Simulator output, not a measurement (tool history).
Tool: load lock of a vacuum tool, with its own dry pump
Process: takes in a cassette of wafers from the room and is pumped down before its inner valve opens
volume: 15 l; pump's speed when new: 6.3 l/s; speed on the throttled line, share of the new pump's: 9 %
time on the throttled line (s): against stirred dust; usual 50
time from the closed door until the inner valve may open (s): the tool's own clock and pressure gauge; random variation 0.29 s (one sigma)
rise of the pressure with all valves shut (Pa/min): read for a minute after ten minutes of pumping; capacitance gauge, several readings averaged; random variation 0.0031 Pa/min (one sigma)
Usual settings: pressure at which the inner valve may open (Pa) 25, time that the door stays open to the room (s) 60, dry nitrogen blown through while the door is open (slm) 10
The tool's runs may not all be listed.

run    hour  time on the throttled line (s)  pressure at which the inner valve may open (Pa)  time that the door stays open to the room (s)  dry nitrogen blown through while the door is open (slm)  incoming humidity of the room's air, %  time from the closed door until the inner valve may open (s)  rise of the pressure with all valves shut (Pa/min)
  1       0                              50                                               25                                             60                                                       10                                    42.5                                                          68.2                                               0.207
  2     224                              50                                               25                                             60                                                       10                                    44.9                                                          68.2                                                0.22
  3   569.9                              50                                               25                                             60                                                       10                                    42.8                                                          68.1                                               0.229
  4   815.6                              50                                               25                                             60                                                       10                                    45.3                                                          68.8                                               0.248
  5    1036                              50                                               25                                             60                                                       10                                    46.4                                                          68.9                                               0.253
  6  1292.8                              50                                               25                                             60                                                       10                                    45.9                                                          68.7                                                0.26
  7    1567                              50                                               25                                             60                                                       10                                    48.5                                                          69.3                                                0.28
  8  1756.6                              50                                               19                                             60                                                       10                                    46.7                                                          70.2                                               0.283
  9  2141.3                              50                                               19                                             60                                                       10                                    44.5                                                          70.5                                               0.298
 10  2551.9                              50                                               41                                             60                                                       10                                      46                                                          68.2                                               0.317
 11  2933.2                              50                                               25                                             60                                                        5                                    42.7                                                          69.7                                                0.33
 12  3289.3                              50                                               25                                            102                                                       10                                    38.9                                                          69.8                                               0.364
 13    3652                              50                                               25                                            102                                                       10                                    45.8                                                          70.3                                               0.396
       3819  -- door's seal changed, seat wiped
 14  4039.2                              50                                               25                                            102                                                       10                                      45                                                          70.2                                                0.11
     4075.8  -- dry pump taken out, an overhauled one fitted
 15  4403.6                              50                                               25                                            102                                                       10                                    42.2                                                          65.8                                               0.111
 16  4785.2                              50                                               25                                             60                                                       10                                    45.3                                                          65.7                                               0.094
 17  5077.2                              50                                               25                                             60                                                       10                                    45.4                                                          65.7                                               0.095
 18  5436.5                              50                                               25                                             60                                                       10                                    45.5                                                          65.5                                               0.103

The next listed run, before its measurement:
 19  5647.8                              28                                               25                                             60                                                       10                                    45.8                                                             ?                                                   ?

{"run 19": {"time from the closed door until the inner valve may open (s)": 46.1, "rise of the pressure with all valves shut (Pa/min)": 0.11}}
Without the tool's hidden state the same run would have given time from the closed door until the inner valve may open (s) 45.5, rise of the pressure with all valves shut (Pa/min) 0.087.

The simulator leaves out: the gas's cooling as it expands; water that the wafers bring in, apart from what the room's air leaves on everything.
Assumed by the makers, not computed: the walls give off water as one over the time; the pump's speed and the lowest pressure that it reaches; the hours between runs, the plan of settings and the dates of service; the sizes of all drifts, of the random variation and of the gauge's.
